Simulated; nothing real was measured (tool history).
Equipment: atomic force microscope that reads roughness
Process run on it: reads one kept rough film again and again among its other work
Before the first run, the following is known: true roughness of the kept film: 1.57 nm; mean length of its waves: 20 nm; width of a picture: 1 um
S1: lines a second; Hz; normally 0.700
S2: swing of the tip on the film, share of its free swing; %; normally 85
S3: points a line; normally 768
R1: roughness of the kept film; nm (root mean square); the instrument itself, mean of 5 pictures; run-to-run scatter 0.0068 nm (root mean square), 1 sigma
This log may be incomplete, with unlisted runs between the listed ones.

| run | hour | S1 | S2 | S3 | R1 |
|---|---|---|---|---|---|
| 1 | 0.0 | 0.700 | 85 | 768 | 1.358 |
| 2 | 35.1 | 0.700 | 85 | 768 | 1.297 |
| 3 | 97.0 | 0.700 | 79 | 768 | 1.201 |
| 4 | 124.3 | 0.700 | 79 | 768 | 1.166 |
|  | 160.8 | new tip fitted |
| 5 | 184.0 | 0.700 | 85 | 701 | 1.341 |
| 6 | 243.5 | 0.700 | 84 | 768 | 1.227 |
| 7 | 282.3 | 0.700 | 84 | 768 | 1.180 |
|  | 325.1 | new tip fitted |
| 8 | 331.1 | 0.700 | 85 | 768 | 1.367 |
| 9 | 380.1 | 0.700 | 76 | 405 | 1.276 |
| 10 | 416.9 | 0.647 | 67 | 305 | 1.225 |

For run 11, what comes out?
| 11 | 481.4 | 0.700 | 82 | 551 | ? |

Run 11 measured R1 1.130 nm (root mean square).
Without the tool's hidden state the same run would have given R1 1.372 nm (root mean square).
